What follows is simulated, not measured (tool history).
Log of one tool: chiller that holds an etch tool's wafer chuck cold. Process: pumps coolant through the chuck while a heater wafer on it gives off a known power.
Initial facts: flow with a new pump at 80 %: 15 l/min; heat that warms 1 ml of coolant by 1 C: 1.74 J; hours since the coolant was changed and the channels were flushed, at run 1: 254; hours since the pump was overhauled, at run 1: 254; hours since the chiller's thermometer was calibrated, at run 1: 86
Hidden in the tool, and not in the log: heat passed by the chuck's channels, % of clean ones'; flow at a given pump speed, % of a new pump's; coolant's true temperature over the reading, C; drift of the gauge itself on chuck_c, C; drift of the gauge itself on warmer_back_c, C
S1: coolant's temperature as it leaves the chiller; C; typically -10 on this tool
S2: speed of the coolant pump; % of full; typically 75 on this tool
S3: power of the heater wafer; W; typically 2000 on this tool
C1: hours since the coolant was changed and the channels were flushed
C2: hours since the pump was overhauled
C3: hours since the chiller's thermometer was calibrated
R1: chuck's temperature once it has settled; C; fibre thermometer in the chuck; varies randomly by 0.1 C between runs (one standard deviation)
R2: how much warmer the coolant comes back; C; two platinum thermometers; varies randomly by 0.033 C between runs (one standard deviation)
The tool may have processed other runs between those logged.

run	hour	S1	S2	S3	C1	C2	C3	R1	R2
1	0	-10	75	2000	254	254	86	8.3	4.87
2	66.2	-10	75	2000	320	320	152	8.4	4.96
3	189.6	-10	75	2000	444	444	276	8.4	4.93
4	252.8	-10	69	2000	507	507	339	9.8	5.41
5	394.7	-10	92	2000	649	649	481	5.8	4.04
6	522.3	-10	75	2000	776	776	608	8.7	5.02
7	587.5	-10	92	2000	841	841	674	6.2	3.95
# hour 603.7: coolant pump overhauled
8	695.7	-10	92	2000	945	92	777	6.2	4.08
9	776.3	-18	75	2000	1025	173	857	1.1	5.14
10	875.8	-18	75	2000	1125	272	957	1.2	5.22
# hour 948.3: coolant pump overhauled, once more
11	970.5	-18	75	2000	1214	22	1047	0.8	4.87
12	1075.8	-18	75	2000	1320	127	1152	0.9	5.02
13	1160.8	-18	75	2000	1405	212	1237	1	5.04
14	1259.3	-10	90	1948	1503	311	1335	6.2	4.01
15	1401.5	-9	70	2236	1645	453	1478	13.7	6.03
16	1514.7	-7	90	2275	1759	566	1591	11.9	4.71
17	1633.7	-7	90	2275	1878	685	1710	12.1	4.74
18	1708.9	-7	90	2275	1953	761	1785	12.2	4.73
19	1789.2	-7	84	2911	2033	841	1865	18.9	6.51
20	1874	-15	75	2000	2118	926	1950	4.6	5.07
21	1964.3	-15	75	2000	2208	1016	2040	4.6	5.09
22	2061.4	-12	75	2087	2305	1113	2137	8.5	5.35
23	2129.3	-10	67	2000	2373	1181	2205	11.7	5.74

Here are 3 independent what-if runs from the current tool condition. What would each one return?
A	2219.8	-6	88	2271	2464	1271	2296	?	?
B	2219.8	-10	75	1186	2464	1271	2296	?	?
C	2219.8	-19	62	1723	2464	1271	2296	?	?

run	R1	R2
A	13.9	4.9
B	1.9	2.98
C	1	5.43
Without the tool's unlogged condition, the same runs would have read:
run	R1	R2
A	12.3	4.71
B	0.8	2.86
C	-0.6	5.22
